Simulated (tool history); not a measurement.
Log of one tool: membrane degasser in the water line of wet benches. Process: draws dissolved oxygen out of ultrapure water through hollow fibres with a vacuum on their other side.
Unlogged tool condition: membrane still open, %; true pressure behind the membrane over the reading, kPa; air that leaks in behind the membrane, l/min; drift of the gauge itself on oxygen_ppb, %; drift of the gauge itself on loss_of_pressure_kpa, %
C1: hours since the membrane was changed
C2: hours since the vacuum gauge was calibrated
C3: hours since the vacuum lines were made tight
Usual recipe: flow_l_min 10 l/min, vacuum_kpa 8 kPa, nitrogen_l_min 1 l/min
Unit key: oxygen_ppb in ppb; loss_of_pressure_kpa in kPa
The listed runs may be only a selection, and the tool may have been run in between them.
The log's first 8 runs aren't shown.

Run 9, day 76.7: usual settings; C1 2102; C2 2473; C3 7420. Result: oxygen_ppb 122 ppb, loss_of_pressure_kpa 41.83 kPa.
Run 10, day 83.529: usual settings; C1 2266; C2 2637; C3 7584. Result: oxygen_ppb 122.3 ppb, loss_of_pressure_kpa 41.81 kPa.
Run 11, day 90.117: usual settings but nitrogen_l_min 0.54 l/min; C1 2424; C2 2795; C3 7742. Result: oxygen_ppb 209.3 ppb, loss_of_pressure_kpa 42.26 kPa.
Run 12, day 100.604: usual settings but nitrogen_l_min 0.54 l/min; C1 2676; C2 3047; C3 7994. Result: oxygen_ppb 207.5 ppb, loss_of_pressure_kpa 42.19 kPa.
Run 13, day 108.538: usual settings but nitrogen_l_min 0.54 l/min; C1 2866; C2 3238; C3 8185. Result: oxygen_ppb 206.7 ppb, loss_of_pressure_kpa 42.09 kPa.
Run 14, day 114.833: usual settings but nitrogen_l_min 0.54 l/min; C1 3017; C2 3389; C3 8336. Result: oxygen_ppb 206.3 ppb, loss_of_pressure_kpa 42.38 kPa.
Run 15, day 121.85: usual settings but flow_l_min 13 l/min, nitrogen_l_min 0.54 l/min; C1 3186; C2 3557; C3 8504. Result: oxygen_ppb 272.7 ppb, loss_of_pressure_kpa 54.7 kPa.
Run 16, day 134.483: usual settings but flow_l_min 13 l/min, nitrogen_l_min 0.54 l/min; C1 3489; C2 3860; C3 8807. Result: oxygen_ppb 270.4 ppb, loss_of_pressure_kpa 55.03 kPa.
Run 17, day 142.875: usual settings but flow_l_min 13 l/min, nitrogen_l_min 0.54 l/min; C1 3690; C2 4062; C3 9009. Result: oxygen_ppb 271.7 ppb, loss_of_pressure_kpa 55.07 kPa.
Run 18, day 150.929: usual settings but flow_l_min 13 l/min, nitrogen_l_min 0.54 l/min; C1 3883; C2 4255; C3 9202. Result: oxygen_ppb 277.1 ppb, loss_of_pressure_kpa 55.52 kPa.
Run 19, day 163.267: usual settings but flow_l_min 6 l/min, nitrogen_l_min 0.54 l/min; C1 4180; C2 4551; C3 9498. Result: oxygen_ppb 134.6 ppb, loss_of_pressure_kpa 25.35 kPa.
Run 20, day 169.979: usual settings but flow_l_min 6 l/min, nitrogen_l_min 0.54 l/min; C1 4341; C2 4712; C3 9659. Result: oxygen_ppb 132.2 ppb, loss_of_pressure_kpa 25.63 kPa.
Run 21, day 175.662: usual settings but flow_l_min 13 l/min, vacuum_kpa 17.43 kPa, nitrogen_l_min 0.69 l/min; C1 4477; C2 4849; C3 9796. Result: oxygen_ppb 598.9 ppb, loss_of_pressure_kpa 55.11 kPa.
Run 22, day 188.279: usual settings but flow_l_min 11 l/min, vacuum_kpa 12.35 kPa; C1 4780; C2 5151; C3 10098. Result: oxygen_ppb 249.4 ppb, loss_of_pressure_kpa 47.12 kPa.
Run 23, day 198.85: usual settings but vacuum_kpa 5.37 kPa, nitrogen_l_min 0.81 l/min; C1 5034; C2 5405; C3 10352. Result: oxygen_ppb 73.1 ppb, loss_of_pressure_kpa 43 kPa.
At day 210.483: seals of the vacuum lines changed.
Run 24, day 210.812: usual settings but vacuum_kpa 5.44 kPa, nitrogen_l_min 0.61 l/min; C1 5319; C2 5690; C3 8. Result: oxygen_ppb 95.5 ppb, loss_of_pressure_kpa 42.52 kPa.
Run 25, day 219.912: usual settings but flow_l_min 15 l/min, vacuum_kpa 12.32 kPa, nitrogen_l_min 0.83 l/min; C1 5537; C2 5909; C3 226. Result: oxygen_ppb 400.2 ppb, loss_of_pressure_kpa 64.58 kPa.
Run 26, day 227.554: usual settings but flow_l_min 15 l/min, vacuum_kpa 6.65 kPa, nitrogen_l_min 2.07 l/min; C1 5721; C2 6092; C3 410. Result: oxygen_ppb 102.7 ppb, loss_of_pressure_kpa 64.55 kPa.
Run 27, day 233.862: usual settings but flow_l_min 9 l/min, vacuum_kpa 15.63 kPa, nitrogen_l_min 2.67 l/min; C1 5872; C2 6243; C3 561. Result: oxygen_ppb 106.9 ppb, loss_of_pressure_kpa 38.64 kPa.
Run 28, day 246.088: usual settings but flow_l_min 9 l/min, vacuum_kpa 15.63 kPa, nitrogen_l_min 2.67 l/min; C1 6165; C2 6537; C3 855. Result: oxygen_ppb 107.5 ppb, loss_of_pressure_kpa 38.92 kPa.
Run 29, day 253.292: usual settings but flow_l_min 9 l/min, vacuum_kpa 15.63 kPa, nitrogen_l_min 2.67 l/min; C1 6338; C2 6710; C3 1027. Result: oxygen_ppb 106.9 ppb, loss_of_pressure_kpa 38.92 kPa.
Run 30, day 264.042: usual settings but vacuum_kpa 11.02 kPa, nitrogen_l_min 0.75 l/min; C1 6596; C2 6968; C3 1285. Result: oxygen_ppb 249.7 ppb, loss_of_pressure_kpa 42.91 kPa.
Run 31, day 270.567: usual settings but vacuum_kpa 11.02 kPa, nitrogen_l_min 0.75 l/min; C1 6753; C2 7124; C3 1442. Result: oxygen_ppb 250.8 ppb, loss_of_pressure_kpa 43.41 kPa.
Run 32, day 278.283: usual settings but vacuum_kpa 7.83 kPa, nitrogen_l_min 0.77 l/min; C1 6938; C2 7310; C3 1627. Result: oxygen_ppb 151.7 ppb, loss_of_pressure_kpa 42.98 kPa.

3 options for the next run, each taken on its own from the tool as it stands now. Forecast them:
Run A, day 290.912: usual settings but flow_l_min 15 l/min, vacuum_kpa 16.05 kPa, nitrogen_l_min 1.52 l/min; C1 7241; C2 7613; C3 1930. Result: oxygen_ppb ?, loss_of_pressure_kpa ?.
Run B, day 290.912: usual settings but vacuum_kpa 15.43 kPa; C1 7241; C2 7613; C3 1930. Result: oxygen_ppb ?, loss_of_pressure_kpa ?.
Run C, day 290.912: usual settings but vacuum_kpa 7.83 kPa, nitrogen_l_min 0.77 l/min; C1 7241; C2 7613; C3 1930. Result: oxygen_ppb ?, loss_of_pressure_kpa ?.

run  oxygen_ppb  loss_of_pressure_kpa
  A       342.1                  64.7
  B       291.1                 43.44
  C         151                 42.88
The same runs, with their run-to-run variation unchanged, on a tool lacking any hidden condition would have given:
run  oxygen_ppb  loss_of_pressure_kpa
  A       326.8                  62.1
  B       281.3                  41.7
  C       141.2                 41.15
